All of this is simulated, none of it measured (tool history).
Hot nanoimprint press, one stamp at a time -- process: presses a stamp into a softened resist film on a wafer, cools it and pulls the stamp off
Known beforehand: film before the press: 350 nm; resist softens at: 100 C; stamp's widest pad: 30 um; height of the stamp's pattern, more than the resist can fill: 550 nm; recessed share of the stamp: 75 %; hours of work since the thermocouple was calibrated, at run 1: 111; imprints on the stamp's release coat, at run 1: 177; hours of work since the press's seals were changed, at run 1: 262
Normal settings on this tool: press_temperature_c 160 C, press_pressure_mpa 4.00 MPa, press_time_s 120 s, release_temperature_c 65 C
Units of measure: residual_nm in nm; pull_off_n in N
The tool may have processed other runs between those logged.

run	hour	press_temperature_c	press_pressure_mpa	press_time_s	release_temperature_c	hours of work since the thermocouple was calibrated	imprints on the stamp's release coat	hours of work since the press's seals were changed	residual_nm	pull_off_n
1	0.0	160	4.00	120	65	111	177	262	168.0	150
2	43.9	160	4.00	120	65	144	312	295	165.6	151
3	92.2	160	4.00	120	65	181	460	332	163.9	151
4	114.5	160	4.00	188	65	198	528	350	138.5	157
# hour 123.9: stamp cleaned and given a new release coat
5	168.2	160	4.43	120	65	235	136	386	156.2	147
6	205.9	160	4.43	120	65	264	251	415	154.2	143
7	228.1	160	4.43	120	65	281	320	432	156.7	149
8	258.7	160	4.43	120	65	304	414	455	154.0	150
9	287.2	160	4.00	120	65	326	501	477	161.5	151
# hour 307.5: stamp cleaned and given a new release coat
10	328.1	160	4.00	120	65	353	63	504	161.3	130
11	362.3	160	4.00	120	65	379	168	530	159.0	143
12	398.2	160	4.00	120	65	406	279	558	159.5	146
13	435.8	160	4.00	120	65	435	394	586	159.8	148
14	470.8	160	4.00	179	65	462	501	613	134.7	153
# hour 490.4: stamp cleaned and given a new release coat
15	525.6	160	2.44	179	65	499	108	651	166.2	142
16	548.4	165	2.44	179	65	517	178	668	137.4	138
# hour 588.9: plate thermocouple calibrated
17	594.1	160	5.88	120	65	4	310	701	144.9	147
18	614.4	160	5.88	120	65	20	372	716	144.3	146

Run 19 has not been measured yet. What should we expect?
19	645.0	160	5.88	120	65	43	466	740	?	?

residual_nm: 145.5 nm
pull_off_n: 158 N
Were there no unlogged condition in the tool, this run, its random variation unchanged, would have produced residual_nm 143.3 nm, pull_off_n 140 N.

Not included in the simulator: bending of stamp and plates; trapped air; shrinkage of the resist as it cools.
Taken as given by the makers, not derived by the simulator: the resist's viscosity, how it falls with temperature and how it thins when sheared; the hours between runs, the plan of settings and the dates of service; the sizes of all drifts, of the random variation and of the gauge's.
